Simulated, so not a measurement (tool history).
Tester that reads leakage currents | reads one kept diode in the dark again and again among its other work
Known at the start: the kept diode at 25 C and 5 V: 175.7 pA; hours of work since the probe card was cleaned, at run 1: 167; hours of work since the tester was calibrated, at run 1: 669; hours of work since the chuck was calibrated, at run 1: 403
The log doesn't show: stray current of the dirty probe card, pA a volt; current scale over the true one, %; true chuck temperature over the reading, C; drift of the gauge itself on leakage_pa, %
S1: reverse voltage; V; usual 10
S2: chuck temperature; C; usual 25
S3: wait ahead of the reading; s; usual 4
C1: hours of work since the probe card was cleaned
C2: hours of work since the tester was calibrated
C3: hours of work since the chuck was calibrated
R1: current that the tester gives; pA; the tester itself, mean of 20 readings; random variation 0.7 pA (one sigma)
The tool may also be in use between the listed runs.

run	hour	S1	S2	S3	C1	C2	C3	R1
1	0	10	25	4	167	669	403	233.64
2	127.5	1.5	25	4	240	742	475	108.34
3	236	12.2	25	4	302	804	538	252.6
4	426.4	12.2	35	4	411	913	647	618.14
5	557.7	12.2	35	4	486	988	722	617.89
6	683.7	12.2	35	4	558	1060	794	618.71
7	844.1	12.2	35	4	650	1152	885	620.67
8	1023.1	10	48	4	752	1254	988	1681.61
9	1210.6	10	25	4	859	1361	1095	232.48
# hour 1313.5: chuck's temperature calibrated
10	1399.2	10	25	4	966	1468	49	233.67
11	1565.5	10	51	4	1061	1563	144	2130.47
12	1778	1.3	29	4	1183	1685	266	147.15
# hour 1882.8: probe card cleaned and baked
13	1882.8	4	36	4	0	1743	324	430.43
14	1996.6	4	36	4	65	1808	389	427.77
15	2215.4	5.8	48	2.75	190	1933	514	1351.6
16	2439.8	6	24	0.54	319	2062	643	175.93
17	2577.1	6	24	0.54	397	2140	721	175.76
# hour 2613.7: tester calibrated
18	2762.3	6	24	2.14	502	85	826	173.19
19	2932.5	2.1	25	4	599	182	923	124.41
20	3115.3	2.1	25	4	704	287	1028	123.69
21	3249.1	2.1	25	3.93	781	363	1104	124.58

How the hidden state differs across the entries between the runs, from the last listed run before each to the first after it:
Between runs 9 and 10: chuck's temperature calibrated (hour 1313.5)
  stray current of the dirty probe card, pA a volt: 0.03 -> 0.032
Between runs 12 and 13: probe card cleaned and baked (hour 1882.8)
  stray current of the dirty probe card, pA a volt: 0.034 -> 0.02
Between runs 17 and 18: tester calibrated (hour 2613.7)
  stray current of the dirty probe card, pA a volt: 0.025 -> 0.027; current scale over the true one, %: -0.01 -> 0
